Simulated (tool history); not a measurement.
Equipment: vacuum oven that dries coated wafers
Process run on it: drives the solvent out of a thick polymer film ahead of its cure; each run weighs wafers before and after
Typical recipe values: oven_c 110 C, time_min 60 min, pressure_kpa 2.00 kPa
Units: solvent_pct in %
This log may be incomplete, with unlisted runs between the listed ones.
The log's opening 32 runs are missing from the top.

run 33 hour=763.7 | oven_c=111 time_min=65 pressure_kpa=1.21 | solvent_pct=1.86
run 34 hour=790.5 | oven_c=110 time_min=83 pressure_kpa=2.00 | solvent_pct=1.97
run 35 hour=815.3 | oven_c=107 time_min=34 pressure_kpa=3.90 | solvent_pct=7.62
run 36 hour=836.3 | oven_c=107 time_min=41 pressure_kpa=1.29 | solvent_pct=4.82
run 37 hour=853.3 | oven_c=106 time_min=31 pressure_kpa=4.79 | solvent_pct=8.84
run 38 hour=885.3 | oven_c=106 time_min=31 pressure_kpa=4.79 | solvent_pct=9.13
run 39 hour=903.5 | oven_c=106 time_min=99 pressure_kpa=2.85 | solvent_pct=2.80
run 40 hour=923.6 | oven_c=105 time_min=62 pressure_kpa=1.98 | solvent_pct=3.90
run 41 hour=950.4 | oven_c=105 time_min=71 pressure_kpa=1.98 | solvent_pct=3.24
run 42 hour=970.6 | oven_c=105 time_min=71 pressure_kpa=1.98 | solvent_pct=3.25
run 43 hour=1001.8 | oven_c=123 time_min=60 pressure_kpa=2.44 | solvent_pct=1.34
run 44 hour=1021.8 | oven_c=121 time_min=68 pressure_kpa=3.12 | solvent_pct=1.78
run 45 hour=1040.7 | oven_c=121 time_min=68 pressure_kpa=3.12 | solvent_pct=1.73
run 46 hour=1072.3 | oven_c=106 time_min=49 pressure_kpa=5.67 | solvent_pct=7.19

Predict each of these 5 candidate next runs independently; none follows another, all start after run 46:
run A hour=1100.0 | oven_c=124 time_min=46 pressure_kpa=1.27 | solvent_pct=?
run B hour=1100.0 | oven_c=109 time_min=97 pressure_kpa=1.17 | solvent_pct=?
run C hour=1100.0 | oven_c=104 time_min=49 pressure_kpa=5.67 | solvent_pct=?
run D hour=1100.0 | oven_c=109 time_min=43 pressure_kpa=1.31 | solvent_pct=?
run E hour=1100.0 | oven_c=116 time_min=60 pressure_kpa=1.82 | solvent_pct=?

run=A solvent_pct=1.30
run=B solvent_pct=1.34
run=C solvent_pct=7.83
run=D solvent_pct=4.17
run=E solvent_pct=1.77
Had the tool no hidden state, the same runs would have come out as:
run=A solvent_pct=1.03
run=B solvent_pct=1.01
run=C solvent_pct=7.08
run=D solvent_pct=3.59
run=E solvent_pct=1.44
